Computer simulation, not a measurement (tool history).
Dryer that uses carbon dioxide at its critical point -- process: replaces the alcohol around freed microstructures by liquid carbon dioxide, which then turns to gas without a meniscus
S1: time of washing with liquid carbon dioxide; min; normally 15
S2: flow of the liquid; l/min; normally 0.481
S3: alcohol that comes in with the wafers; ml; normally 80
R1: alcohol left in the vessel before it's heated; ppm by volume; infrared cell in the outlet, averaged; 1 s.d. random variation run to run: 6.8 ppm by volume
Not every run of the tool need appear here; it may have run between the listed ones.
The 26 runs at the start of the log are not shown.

run	hour	S1	S2	S3	R1
27	487.4	12	0.305	51	3095
28	500.8	17	0.481	74	191
29	520.1	15	0.481	74	368
30	539.2	15	0.481	74	363
31	563.2	15	0.481	74	375
32	577.7	15	0.729	80	83
33	594.3	16	0.481	50	214
34	604.6	16	0.343	32	540
35	626.1	17	0.732	45	72
36	643.2	10	0.481	80	2230
37	667.7	10	0.481	80	2290
38	680.7	22	0.356	68	240
39	700.4	9	0.481	37	1539
40	722.8	9	0.481	37	1548
41	741.7	11	0.467	62	1452
42	762.7	11	0.467	62	1471
43	786.2	19	0.422	77	275
44	804.9	19	0.422	77	273
45	830.5	19	0.422	77	280
46	851.9	19	0.422	77	293

Below are 3 alternative next runs, each starting from the tool's condition after run 46. Predict each:
A	866.7	15	0.602	27	?
B	866.7	15	0.749	34	?
C	866.7	19	0.422	57	?

run	R1
A	111
B	87
C	220
Without the tool's unlogged condition, the same runs would have read:
run	R1
A	31
B	15
C	107
